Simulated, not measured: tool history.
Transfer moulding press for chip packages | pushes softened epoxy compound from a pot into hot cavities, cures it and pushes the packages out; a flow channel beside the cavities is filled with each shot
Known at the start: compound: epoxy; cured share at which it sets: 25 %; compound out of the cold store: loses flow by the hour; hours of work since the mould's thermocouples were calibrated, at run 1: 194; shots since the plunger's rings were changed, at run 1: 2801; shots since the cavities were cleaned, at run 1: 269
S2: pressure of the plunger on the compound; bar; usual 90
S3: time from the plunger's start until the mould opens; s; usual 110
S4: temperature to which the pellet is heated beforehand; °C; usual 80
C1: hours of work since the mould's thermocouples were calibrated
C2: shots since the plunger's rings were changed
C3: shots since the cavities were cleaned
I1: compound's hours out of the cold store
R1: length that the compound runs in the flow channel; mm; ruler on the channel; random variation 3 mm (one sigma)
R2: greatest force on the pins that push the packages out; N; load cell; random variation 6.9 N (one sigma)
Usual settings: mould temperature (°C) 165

run 1 hour=0 | mould_temperature_(°C)=165 S2=90 S3=110 S4=80 | C1=194 C2=2801 C3=269 | I1=16.4 | R1=921 R2=338
run 2 hour=35.1 | mould_temperature_(°C)=165 S2=90 S3=110 S4=80 | C1=210 C2=3091 C3=559 | I1=41.7 | R1=790 R2=363
-- hour=51.2 cavities cleaned with cleaning compound and waxed
run 3 hour=72.5 | mould_temperature_(°C)=165 S2=90 S3=110 S4=80 | C1=227 C2=3389 C3=177 | I1=43.2 | R1=782 R2=428
run 4 hour=98.1 | mould_temperature_(°C)=165 S2=90 S3=110 S4=80 | C1=239 C2=3601 C3=389 | I1=10 | R1=941 R2=471
-- hour=108.4 plunger's sealing rings changed
-- hour=136.8 cavities cleaned with cleaning compound and waxed
run 5 hour=136.8 | mould_temperature_(°C)=165 S2=90 S3=110 S4=80 | C1=255 C2=223 C3=0 | I1=35.8 | R1=871 R2=254
run 6 hour=175.5 | mould_temperature_(°C)=165 S2=90 S3=110 S4=80 | C1=274 C2=543 C3=320 | I1=25.6 | R1=912 R2=354
run 7 hour=191.2 | mould_temperature_(°C)=165 S2=84.4 S3=110 S4=80 | C1=281 C2=673 C3=450 | I1=37.5 | R1=832 R2=361
-- hour=220 cavities cleaned with cleaning compound and waxed
run 8 hour=228.2 | mould_temperature_(°C)=165 S2=90 S3=110 S4=80 | C1=298 C2=967 C3=68 | I1=21.6 | R1=928 R2=283
-- hour=245 cavities cleaned with cleaning compound and waxed, once more
run 9 hour=267.7 | mould_temperature_(°C)=165 S2=90 S3=110 S4=80 | C1=316 C2=1281 C3=188 | I1=23.5 | R1=919 R2=312
run 10 hour=292.5 | mould_temperature_(°C)=165 S2=90 S3=110 S4=80 | C1=327 C2=1486 C3=393 | I1=37.2 | R1=843 R2=353
run 11 hour=320.5 | mould_temperature_(°C)=165 S2=90 S3=110 S4=80 | C1=341 C2=1718 C3=625 | I1=38.7 | R1=832 R2=386
-- hour=331.5 cavities cleaned with cleaning compound and waxed
run 12 hour=350.6 | mould_temperature_(°C)=165 S2=90 S3=90 S4=80 | C1=354 C2=1955 C3=158 | I1=9.7 | R1=973 R2=436
run 13 hour=374.2 | mould_temperature_(°C)=165 S2=90 S3=90 S4=80 | C1=365 C2=2150 C3=353 | I1=9.6 | R1=972 R2=544
run 14 hour=394.3 | mould_temperature_(°C)=165 S2=90 S3=90 S4=80 | C1=375 C2=2316 C3=519 | I1=39.9 | R1=819 R2=521
-- hour=414.9 cavities cleaned with cleaning compound and waxed
run 15 hour=416.5 | mould_temperature_(°C)=165 S2=90 S3=109 S4=80 | C1=384 C2=2488 C3=14 | I1=40.7 | R1=809 R2=269
run 16 hour=441.9 | mould_temperature_(°C)=167 S2=100.4 S3=116 S4=80 | C1=396 C2=2698 C3=224 | I1=35.7 | R1=869 R2=303
run 17 hour=464.3 | mould_temperature_(°C)=167 S2=100.4 S3=116 S4=80 | C1=407 C2=2883 C3=409 | I1=38.1 | R1=856 R2=335
run 18 hour=486.2 | mould_temperature_(°C)=167 S2=100.4 S3=116 S4=80 | C1=417 C2=3064 C3=590 | I1=25.6 | R1=909 R2=366
-- hour=498.2 cavities cleaned with cleaning compound and waxed
run 19 hour=509.3 | mould_temperature_(°C)=158 S2=90 S3=90 S4=77 | C1=427 C2=3243 C3=92 | I1=10.7 | R1=976 R2=782
run 20 hour=545.9 | mould_temperature_(°C)=159 S2=90 S3=110 S4=72 | C1=445 C2=3546 C3=395 | I1=14.3 | R1=948 R2=521
-- hour=563.7 plunger's sealing rings changed
run 21 hour=581.7 | mould_temperature_(°C)=165 S2=90 S3=110 S4=77 | C1=460 C2=149 C3=671 | I1=26.9 | R1=919 R2=399
-- hour=586.5 cavities cleaned with cleaning compound and waxed
run 22 hour=617.2 | mould_temperature_(°C)=165 S2=90 S3=110 S4=77 | C1=476 C2=430 C3=254 | I1=27.1 | R1=909 R2=327
run 23 hour=633 | mould_temperature_(°C)=172 S2=68.4 S3=117 S4=88 | C1=484 C2=561 C3=385 | I1=10.9 | R1=846 R2=320
run 24 hour=667.9 | mould_temperature_(°C)=165 S2=96.4 S3=110 S4=80 | C1=500 C2=850 C3=674 | I1=23.1 | R1=952 R2=396
-- hour=672.9 cavities cleaned with cleaning compound and waxed
run 25 hour=700.5 | mould_temperature_(°C)=165 S2=96.4 S3=110 S4=80 | C1=515 C2=1107 C3=229 | I1=13.4 | R1=1002 R2=336
run 26 hour=721 | mould_temperature_(°C)=157 S2=96.4 S3=110 S4=80 | C1=524 C2=1277 C3=399 | I1=17.6 | R1=1007 R2=607
run 27 hour=746.6 | mould_temperature_(°C)=157 S2=96.4 S3=110 S4=80 | C1=536 C2=1489 C3=611 | I1=9.2 | R1=1055 R2=677
-- hour=756.9 cavities cleaned with cleaning compound and waxed
run 28 hour=785.3 | mould_temperature_(°C)=165 S2=89.3 S3=110 S4=80 | C1=554 C2=1796 C3=235 | I1=19.3 | R1=923 R2=342
run 29 hour=824 | mould_temperature_(°C)=165 S2=89.3 S3=110 S4=80 | C1=572 C2=2116 C3=555 | I1=17 | R1=925 R2=389

3 ways to go on from here, each from the tool as it stands after run 29. What would each give?
-- hour=840.8 cavities cleaned with cleaning compound and waxed
run A hour=850.5 | mould_temperature_(°C)=165 S2=93.6 S3=128 S4=84 | C1=584 C2=2324 C3=81 | I1=29.7 | R1=? R2=?
-- hour=840.8 cavities cleaned with cleaning compound and waxed
run B hour=850.5 | mould_temperature_(°C)=159 S2=90 S3=91 S4=80 | C1=584 C2=2324 C3=81 | I1=23.5 | R1=? R2=?
-- hour=840.8 cavities cleaned with cleaning compound and waxed
run C hour=850.5 | mould_temperature_(°C)=165 S2=89.3 S3=110 S4=73 | C1=584 C2=2324 C3=81 | I1=29.4 | R1=? R2=?

run=A R1=878 R2=265
run=B R1=916 R2=633
run=C R1=864 R2=287
Without the tool's hidden state the same runs would have given:
run=A R1=921 R2=246
run=B R1=961 R2=609
run=C R1=906 R2=270

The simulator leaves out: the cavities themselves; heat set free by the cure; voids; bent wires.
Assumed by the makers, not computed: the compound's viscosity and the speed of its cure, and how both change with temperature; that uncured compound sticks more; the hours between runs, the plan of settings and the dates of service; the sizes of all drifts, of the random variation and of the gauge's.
